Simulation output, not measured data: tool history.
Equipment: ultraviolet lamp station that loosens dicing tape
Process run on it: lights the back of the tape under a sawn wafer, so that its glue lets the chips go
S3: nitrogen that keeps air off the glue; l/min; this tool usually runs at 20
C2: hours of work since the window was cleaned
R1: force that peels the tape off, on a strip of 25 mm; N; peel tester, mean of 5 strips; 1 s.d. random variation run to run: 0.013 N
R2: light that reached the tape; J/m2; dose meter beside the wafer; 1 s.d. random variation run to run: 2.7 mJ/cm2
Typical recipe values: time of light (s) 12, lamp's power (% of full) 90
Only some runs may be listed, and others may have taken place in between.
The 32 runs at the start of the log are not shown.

run 33 hour=563.6 | time_of_light_(s)=11 lamp's_power_(%_of_full)=66 S3=17 | hours_of_work_of_the_lamp=1134 C2=89 | R1=1.645 R2=1700
run 34 hour=586.0 | time_of_light_(s)=11 lamp's_power_(%_of_full)=66 S3=17 | hours_of_work_of_the_lamp=1151 C2=107 | R1=1.698 R2=1670
run 35 hour=599.1 | time_of_light_(s)=6 lamp's_power_(%_of_full)=73 S3=16 | hours_of_work_of_the_lamp=1162 C2=117 | R1=2.527 R2=1040
run 36 hour=610.9 | time_of_light_(s)=6 lamp's_power_(%_of_full)=73 S3=16 | hours_of_work_of_the_lamp=1171 C2=127 | R1=2.607 R2=1010
run 37 hour=633.9 | time_of_light_(s)=7 lamp's_power_(%_of_full)=93 S3=34 | hours_of_work_of_the_lamp=1189 C2=145 | R1=1.500 R2=1480
run 38 hour=654.6 | time_of_light_(s)=22 lamp's_power_(%_of_full)=90 S3=20 | hours_of_work_of_the_lamp=1206 C2=161 | R1=0.409 R2=4470
run 39 hour=668.1 | time_of_light_(s)=22 lamp's_power_(%_of_full)=90 S3=20 | hours_of_work_of_the_lamp=1217 C2=172 | R1=0.405 R2=4350
run 40 hour=682.2 | time_of_light_(s)=22 lamp's_power_(%_of_full)=77 S3=20 | hours_of_work_of_the_lamp=1228 C2=183 | R1=0.510 R2=3740

What does the tool deliver on the next run?
run 41 hour=702.8 | time_of_light_(s)=17 lamp's_power_(%_of_full)=66 S3=7 | hours_of_work_of_the_lamp=1244 C2=199 | R1=? R2=?

{"run 41": {"R1": 1.637, "R2": 2490}}
With the hidden condition absent and the run-to-run variation left alone, this run would have shown R1 1.022 N, R2 3720 J/m2.

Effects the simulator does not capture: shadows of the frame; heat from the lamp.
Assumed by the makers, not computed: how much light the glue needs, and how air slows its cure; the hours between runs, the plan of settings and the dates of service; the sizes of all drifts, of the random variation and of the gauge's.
